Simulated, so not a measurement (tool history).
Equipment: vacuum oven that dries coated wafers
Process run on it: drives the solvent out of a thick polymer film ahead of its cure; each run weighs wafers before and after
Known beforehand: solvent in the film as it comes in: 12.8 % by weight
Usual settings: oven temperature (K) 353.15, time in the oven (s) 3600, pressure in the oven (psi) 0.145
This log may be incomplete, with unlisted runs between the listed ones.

Run 1, hour 0.0: usual settings. Result: solvent left in the film (%) 1.29.
Run 2, hour 24.6: usual settings. Result: solvent left in the film (%) 1.27.
Run 3, hour 53.6: usual settings. Result: solvent left in the film (%) 1.31.
Run 4, hour 85.2: usual settings but oven temperature (K) 361.15. Result: solvent left in the film (%) 0.71.
Run 5, hour 115.7: usual settings. Result: solvent left in the film (%) 1.27.
Run 6, hour 149.4: usual settings but oven temperature (K) 368.15. Result: solvent left in the film (%) 0.47.
Run 7, hour 194.3: usual settings but oven temperature (K) 368.15. Result: solvent left in the film (%) 0.45.
Run 8, hour 218.8: usual settings but pressure in the oven (psi) 0.451. Result: solvent left in the film (%) 2.80.
Run 9, hour 254.9: usual settings but pressure in the oven (psi) 0.451. Result: solvent left in the film (%) 2.83.
Run 10, hour 274.9: usual settings. Result: solvent left in the film (%) 1.31.
Run 11, hour 293.5: usual settings but pressure in the oven (psi) 0.205. Result: solvent left in the film (%) 1.69.
Run 12, hour 325.7: usual settings but pressure in the oven (psi) 0.205. Result: solvent left in the film (%) 1.67.
Run 13, hour 361.2: usual settings but pressure in the oven (psi) 0.205. Result: solvent left in the film (%) 1.69.
Run 14, hour 387.7: usual settings but pressure in the oven (psi) 0.205. Result: solvent left in the film (%) 1.71.
At hour 393.2: oven's thermocouples calibrated.
Run 15, hour 434.4: usual settings but pressure in the oven (psi) 0.205. Result: solvent left in the film (%) 1.74.
Run 16, hour 473.6: usual settings but oven temperature (K) 343.15, pressure in the oven (psi) 0.205. Result: solvent left in the film (%) 3.52.
Run 17, hour 511.7: usual settings but oven temperature (K) 367.15, pressure in the oven (psi) 0.117. Result: solvent left in the film (%) 0.47.
Run 18, hour 549.0: usual settings but oven temperature (K) 367.15, pressure in the oven (psi) 0.117. Result: solvent left in the film (%) 0.46.
Run 19, hour 569.6: usual settings but time in the oven (s) 4500, pressure in the oven (psi) 0.393. Result: solvent left in the film (%) 2.39.
At hour 606.7: oven's thermocouples calibrated, once more.
Run 20, hour 613.5: usual settings but time in the oven (s) 4500, pressure in the oven (psi) 0.393. Result: solvent left in the film (%) 2.15.
Run 21, hour 657.7: usual settings but time in the oven (s) 4500, pressure in the oven (psi) 0.393. Result: solvent left in the film (%) 2.17.
Run 22, hour 693.0: usual settings but oven temperature (K) 346.15, pressure in the oven (psi) 0.265. Result: solvent left in the film (%) 2.84.
Run 23, hour 733.4: usual settings but oven temperature (K) 346.15, pressure in the oven (psi) 0.265. Result: solvent left in the film (%) 2.78.
Run 24, hour 759.9: usual settings but oven temperature (K) 346.15, pressure in the oven (psi) 0.265. Result: solvent left in the film (%) 2.90.

Some steps in solvent left in the film (%) between neighbouring runs. How much of each would the tool show without its hidden state too (settings, what came in, random variation), and how much is left for the hidden state, with any gauge scatter that isn't in both results?
The tool's hidden condition here consists of: true wafer temperature over the reading, C; true pressure over the reading, kPa; drift of the gauge itself on solvent_pct, %.
Run 7 -> 8: oven temperature (K) 368.15 -> 353.15, pressure in the oven (psi) 0.145 -> 0.451. solvent left in the film (%) +2.35: hidden state +0.23, all else +2.12.
Run 16 -> 17: oven temperature (K) 343.15 -> 367.15, pressure in the oven (psi) 0.205 -> 0.117. solvent left in the film (%) -3.05: hidden state -0.50, all else -2.55.
Run 18 -> 19: oven temperature (K) 367.15 -> 353.15, time in the oven (s) 3600 -> 4500, pressure in the oven (psi) 0.117 -> 0.393. solvent left in the film (%) +1.93: hidden state +0.30, all else +1.63.
